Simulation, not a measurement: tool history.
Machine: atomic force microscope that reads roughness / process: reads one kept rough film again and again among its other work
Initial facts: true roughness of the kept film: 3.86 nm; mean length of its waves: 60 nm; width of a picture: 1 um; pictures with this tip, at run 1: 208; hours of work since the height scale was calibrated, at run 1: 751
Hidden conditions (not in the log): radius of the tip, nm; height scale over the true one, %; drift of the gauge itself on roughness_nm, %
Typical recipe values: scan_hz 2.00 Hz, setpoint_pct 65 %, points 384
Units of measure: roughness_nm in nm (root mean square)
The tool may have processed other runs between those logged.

run,hour,scan_hz,setpoint_pct,points,pictures with this tip,hours of work since the height scale was calibrated,roughness_nm
1,0.0,2.00,65,384,208,751,3.436
2,17.7,2.00,65,384,221,759,3.451
3,33.2,2.00,65,404,234,767,3.428
4,67.5,2.00,65,384,260,784,3.427
5,89.6,2.00,65,384,277,796,3.408
6,122.1,2.00,65,384,303,812,3.371
# hour 129.8: new tip fitted
7,146.0,2.00,65,384,13,824,3.606
8,169.7,2.00,87,323,31,836,3.244
# hour 173.1: height scale calibrated on a step standard
9,194.5,1.99,64,381,50,11,3.586
10,215.0,1.99,64,381,66,21,3.581
11,244.2,1.15,78,615,89,36,3.503
# hour 253.9: height scale calibrated on a step standard, once more
12,270.7,0.66,60,866,109,9,3.642
13,290.7,2.00,65,767,124,19,3.513
14,323.5,3.54,65,493,150,35,3.317

Hidden condition of the tool, last listed run before each entry between runs versus first listed run after:
Between runs 6 and 7: new tip fitted (hour 129.8)
  radius of the tip, nm: 22.5 -> 6.2; height scale over the true one, %: 0.82 -> 0.83
  measured result minus the result with no hidden state, roughness_nm: -0.214 -> +0.013 nm (root mean square)
Between runs 8 and 9: height scale calibrated on a step standard (hour 173.1)
  radius of the tip, nm: 7.2 -> 8.2; height scale over the true one, %: 0.85 -> 0.96
  measured result minus the result with no hidden state, roughness_nm: -0.003 -> -0.013 nm (root mean square)
Between runs 11 and 12: height scale calibrated on a step standard, once more (hour 253.9)
  radius of the tip, nm: 10.4 -> 11.5; height scale over the true one, %: 0.99 -> 0.06
  measured result minus the result with no hidden state, roughness_nm: -0.044 -> -0.096 nm (root mean square)

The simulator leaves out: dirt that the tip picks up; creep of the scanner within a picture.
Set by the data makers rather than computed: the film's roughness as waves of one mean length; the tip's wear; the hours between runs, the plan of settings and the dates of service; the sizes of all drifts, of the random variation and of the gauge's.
